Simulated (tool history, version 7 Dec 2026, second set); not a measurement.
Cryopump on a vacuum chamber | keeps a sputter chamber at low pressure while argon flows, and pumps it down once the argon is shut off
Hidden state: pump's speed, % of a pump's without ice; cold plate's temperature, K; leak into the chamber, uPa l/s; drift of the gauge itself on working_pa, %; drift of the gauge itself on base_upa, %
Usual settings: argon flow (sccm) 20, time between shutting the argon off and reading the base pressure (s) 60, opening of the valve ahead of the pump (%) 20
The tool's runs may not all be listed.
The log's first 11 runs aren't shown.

run    hour  argon flow (sccm)  time between shutting the argon off and reading the base pressure (s)  opening of the valve ahead of the pump (%)  hours of work since the pump was warmed up and emptied  hours of work since the cold head was overhauled  hours of work since the chamber's fittings were tightened  pressure while argon flows (Pa)  pressure after the wait (uPa)
 12   608.3                 20                                                                     60                                          20                                                     656                                               656                                                       2562                           0.1935                            3.9
 13   685.9                 20                                                                     60                                          48                                                     697                                               697                                                       2603                           0.0847                           3.84
 14   742.5                 20                                                                     60                                          48                                                     727                                               727                                                       2633                           0.0834                           3.91
 15   805.3                 20                                                                     60                                          48                                                     760                                               760                                                       2666                           0.0851                           3.95
 16   871.9                 20                                                                     39                                          48                                                     795                                               795                                                       2701                           0.0853                           5.18
 17   953.2                 20                                                                     39                                          48                                                     838                                               838                                                       2744                           0.0848                           5.32
 18   987.9                 12                                                                     50                                          20                                                     856                                               856                                                       2762                           0.1179                           4.39
 19  1036.3                 12                                                                     50                                          20                                                     882                                               882                                                       2788                           0.1182                           4.43
 20  1104.1                 12                                                                    162                                          20                                                     918                                               918                                                       2824                           0.1174                           2.76
 21  1165.3                 11                                                                     92                                          47                                                     950                                               950                                                       2856                           0.0494                           3.34
 22  1213.3                 11                                                                     92                                          47                                                     975                                               975                                                       2881                           0.0483                           3.35
 23  1256.6                 11                                                                     92                                          47                                                     998                                               998                                                       2904                           0.0493                           3.39
 24  1301.5                 11                                                                     92                                          23                                                    1022                                              1022                                                       2928                           0.0948                           3.43
 25  1376.1                 10                                                                    174                                          20                                                    1061                                              1061                                                       2967                           0.0982                           2.81
     1411.4  -- pump warmed up, emptied and cooled again
 26    1434                 16                                                                     21                                          20                                                      12                                              1089                                                       2995                           0.1486                            7.8
 27  1510.3                 12                                                                     25                                          50                                                      52                                              1129                                                       3035                           0.0455                           6.86
 28  1557.6                 15                                                                    153                                          20                                                      77                                              1154                                                       3060                           0.1415                           2.43
 29  1595.8                 15                                                                    153                                          20                                                      97                                              1174                                                       3081                           0.1425                           2.58
 30  1640.6                 15                                                                    153                                          32                                                     121                                              1198                                                       3104                           0.0881                           2.61
 31  1718.5                 20                                                                    147                                          29                                                     162                                              1239                                                       3145                           0.1301                           2.64
 32  1778.4                 13                                                                    102                                          20                                                     194                                              1271                                                       3177                           0.1231                           2.99
 33  1816.2                 13                                                                    102                                          20                                                     214                                              1291                                                       3197                           0.1226                            3.1

4 ways to go on from here, each from the tool as it stands after run 33. What would each give?
  A  1897.5                 33                                                                    102                                          20                                                     257                                              1334                                                       3240                                ?                              ?
  B  1897.5                 13                                                                     87                                          43                                                     257                                              1334                                                       3240                                ?                              ?
  C  1897.5                 11                                                                     40                                          40                                                     257                                              1334                                                       3240                                ?                              ?
  D  1897.5                 18                                                                     89                                          17                                                     257                                              1334                                                       3240                                ?                              ?

run  pressure while argon flows (Pa)  pressure after the wait (uPa)
  A                           0.3148                            3.1
  B                           0.0572                           3.31
  C                            0.053                           5.06
  D                           0.1996                           3.22
Without the tool's hidden state the same runs would have given:
run  pressure while argon flows (Pa)  pressure after the wait (uPa)
  A                           0.3107                           1.61
  B                           0.0556                           1.82
  C                           0.0517                           3.59
  D                           0.1974                           1.76

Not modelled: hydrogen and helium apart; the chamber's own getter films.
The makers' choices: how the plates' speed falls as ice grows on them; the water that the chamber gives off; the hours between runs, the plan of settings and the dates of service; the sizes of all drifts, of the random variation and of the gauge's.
